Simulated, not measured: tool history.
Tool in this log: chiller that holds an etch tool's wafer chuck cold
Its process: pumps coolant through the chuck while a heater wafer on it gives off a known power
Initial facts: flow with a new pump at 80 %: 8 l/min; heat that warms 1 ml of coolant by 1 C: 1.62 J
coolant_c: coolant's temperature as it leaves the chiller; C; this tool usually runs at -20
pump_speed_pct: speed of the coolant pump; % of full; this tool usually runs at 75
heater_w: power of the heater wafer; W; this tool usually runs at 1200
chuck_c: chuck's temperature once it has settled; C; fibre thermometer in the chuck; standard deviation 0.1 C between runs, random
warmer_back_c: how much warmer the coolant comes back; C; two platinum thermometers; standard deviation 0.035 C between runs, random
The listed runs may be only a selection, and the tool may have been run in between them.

run,hour,coolant_c,pump_speed_pct,heater_w,chuck_c,warmer_back_c
1,0.0,-20,75,1200,-10.3,5.93
2,44.3,-20,75,1200,-10.1,5.89
3,82.6,-20,75,1200,-10.3,5.90
4,139.3,-20,75,1200,-10.2,5.89
5,171.5,-20,75,1200,-10.2,5.90
6,223.8,-25,75,1200,-15.2,5.96
7,274.8,-30,86,1138,-21.8,4.92
8,323.9,-30,86,1138,-21.8,4.94
9,361.2,-28,79,1570,-15.8,7.36
10,407.3,-17,75,828,-10.3,4.12

Run 11, settings as shown, results not yet in. Your forecast:
11,454.4,-22,72,1366,?,?

{"run 11": {"chuck_c": -10.4, "warmer_back_c": 7.0}}
Had the tool carried no hidden state, the very same run would have given chuck_c -10.4 C, warmer_back_c 7.00 C.

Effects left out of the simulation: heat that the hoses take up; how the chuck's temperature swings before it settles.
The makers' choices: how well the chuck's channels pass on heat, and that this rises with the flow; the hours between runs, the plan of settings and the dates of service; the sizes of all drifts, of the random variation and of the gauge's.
